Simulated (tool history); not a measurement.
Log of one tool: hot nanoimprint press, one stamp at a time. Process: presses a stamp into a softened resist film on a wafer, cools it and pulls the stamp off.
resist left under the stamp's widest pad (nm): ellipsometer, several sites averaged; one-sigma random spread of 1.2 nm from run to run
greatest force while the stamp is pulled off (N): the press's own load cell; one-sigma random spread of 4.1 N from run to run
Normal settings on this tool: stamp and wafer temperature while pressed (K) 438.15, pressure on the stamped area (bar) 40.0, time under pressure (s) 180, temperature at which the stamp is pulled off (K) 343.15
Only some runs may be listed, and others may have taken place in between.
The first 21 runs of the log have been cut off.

run,hour,stamp and wafer temperature while pressed (K),pressure on the stamped area (bar),time under pressure (s),temperature at which the stamp is pulled off (K),hours of work since the thermocouple was calibrated,imprints on the stamp's release coat,hours of work since the press's seals were changed,resist left under the stamp's widest pad (nm),greatest force while the stamp is pulled off (N)
22,201.4,449.15,40.0,161,343.15,141,689,110,132.6,238
23,208.0,431.15,30.8,158,330.15,145,711,113,309.8,297
24,219.7,431.15,30.8,298,330.15,150,751,118,251.3,314
25,227.2,428.15,26.6,337,331.15,153,777,122,285.4,308
26,235.8,429.15,48.9,180,343.15,157,806,126,273.6,241
27,247.8,438.15,40.0,180,343.15,163,847,131,201.5,239
28,253.6,446.15,45.8,104,338.15,165,867,134,171.1,289
29,266.1,435.15,29.4,192,348.15,171,910,139,253.0,220
30,275.3,431.15,40.0,118,343.15,175,941,144,310.3,254

Predict each of these 4 candidate next runs independently; none follows another, all start after run 30:
A,282.8,444.15,40.0,113,337.15,178,967,147,?,?
B,282.8,431.15,40.0,198,335.15,178,967,147,?,?
C,282.8,431.15,37.4,118,343.15,178,967,147,?,?
D,282.8,431.15,40.0,118,335.15,178,967,147,?,?

run,resist left under the stamp's widest pad (nm),greatest force while the stamp is pulled off (N)
A,188.1,293
B,260.7,290
C,317.3,257
D,309.7,302
Without the tool's hidden state the same runs would have given:
run,resist left under the stamp's widest pad (nm),greatest force while the stamp is pulled off (N)
A,191.4,226
B,265.5,224
C,322.3,199
D,314.7,233
